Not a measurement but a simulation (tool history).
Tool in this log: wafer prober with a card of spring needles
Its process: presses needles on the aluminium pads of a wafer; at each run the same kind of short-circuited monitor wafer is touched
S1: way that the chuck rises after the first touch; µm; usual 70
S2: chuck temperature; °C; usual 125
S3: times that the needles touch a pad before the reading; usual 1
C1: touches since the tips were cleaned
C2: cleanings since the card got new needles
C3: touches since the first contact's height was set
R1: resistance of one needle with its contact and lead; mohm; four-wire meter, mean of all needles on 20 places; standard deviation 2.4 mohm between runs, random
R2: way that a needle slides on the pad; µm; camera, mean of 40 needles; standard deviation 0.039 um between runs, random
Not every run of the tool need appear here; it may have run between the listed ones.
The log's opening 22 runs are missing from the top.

{"hour": 464.8, "done": "tips cleaned on abrasive film"}
{"run": 23, "hour": 472.4, "S1": 83, "S2": 58, "S3": 2, "C1": 2656, "C2": 43, "C3": 6976, "R1": 270, "R2": 19.73}
{"hour": 479.8, "done": "tips cleaned on abrasive film"}
{"run": 24, "hour": 485.0, "S1": 90, "S2": 74, "S3": 2, "C1": 1840, "C2": 44, "C3": 11362, "R1": 268, "R2": 21.33}
{"hour": 494.1, "done": "tips cleaned on abrasive film"}
{"hour": 507.3, "done": "tips cleaned on abrasive film"}
{"run": 25, "hour": 509.7, "S1": 90, "S2": 74, "S3": 2, "C1": 852, "C2": 46, "C3": 19944, "R1": 264, "R2": 21.28}
{"hour": 522.1, "done": "tips cleaned on abrasive film"}
{"hour": 536.1, "done": "tips cleaned on abrasive film"}
{"run": 26, "hour": 536.3, "S1": 52, "S2": 38, "S3": 1, "C1": 57, "C2": 48, "C3": 29175, "R1": 271, "R2": 12.24}
{"hour": 550.7, "done": "tips cleaned on abrasive film"}
{"hour": 564.3, "done": "tips cleaned on abrasive film"}
{"run": 27, "hour": 565.7, "S1": 52, "S2": 38, "S3": 1, "C1": 515, "C2": 50, "C3": 39417, "R1": 281, "R2": 12.19}
{"hour": 578.3, "done": "tips cleaned on abrasive film"}
{"run": 28, "hour": 585.8, "S1": 52, "S2": 38, "S3": 1, "C1": 2633, "C2": 51, "C3": 46403, "R1": 317, "R2": 12.17}
{"hour": 593.0, "done": "tips cleaned on abrasive film"}
{"hour": 606.3, "done": "tips cleaned on abrasive film"}
{"run": 29, "hour": 610.4, "S1": 86, "S2": 32, "S3": 2, "C1": 1424, "C2": 53, "C3": 54951, "R1": 258, "R2": 20.31}
{"hour": 621.4, "done": "tips cleaned on abrasive film"}
{"hour": 635.2, "done": "tips cleaned on abrasive film"}
{"run": 30, "hour": 641.0, "S1": 70, "S2": 74, "S3": 2, "C1": 2022, "C2": 55, "C3": 65600, "R1": 278, "R2": 16.38}
{"hour": 649.4, "done": "tips cleaned on abrasive film"}
{"hour": 662.6, "done": "tips cleaned on abrasive film"}
{"run": 31, "hour": 662.6, "S1": 70, "S2": 74, "S3": 2, "C1": 0, "C2": 57, "C3": 73105, "R1": 267, "R2": 16.37}
{"hour": 676.7, "done": "tips cleaned on abrasive film"}
{"run": 32, "hour": 684.8, "S1": 82, "S2": 70, "S3": 1, "C1": 2825, "C2": 58, "C3": 80828, "R1": 285, "R2": 19.21}

Predict each of these 3 candidate next runs independently; none follows another, all start after run 32:
{"hour": 691.1, "done": "tips cleaned on abrasive film"}
{"hour": 704.9, "done": "tips cleaned on abrasive film"}
{"run": "A", "hour": 713.3, "S1": 82, "S2": 125, "S3": 3, "C1": 2921, "C2": 60, "C3": 90736, "R1": "?", "R2": "?"}
{"hour": 691.1, "done": "tips cleaned on abrasive film"}
{"hour": 704.9, "done": "tips cleaned on abrasive film"}
{"run": "B", "hour": 713.3, "S1": 70, "S2": 79, "S3": 1, "C1": 2921, "C2": 60, "C3": 90736, "R1": "?", "R2": "?"}
{"hour": 691.1, "done": "tips cleaned on abrasive film"}
{"hour": 704.9, "done": "tips cleaned on abrasive film"}
{"run": "C", "hour": 713.3, "S1": 70, "S2": 125, "S3": 2, "C1": 2921, "C2": 60, "C3": 90736, "R1": "?", "R2": "?"}

run=A R1=278 R2=19.2
run=B R1=300 R2=16.31
run=C R1=296 R2=16.27
Take away the tool's hidden state, keep each run's random variation, and the runs would have read:
run=A R1=267 R2=19.63
run=B R1=262 R2=16.74
run=C R1=273 R2=16.69
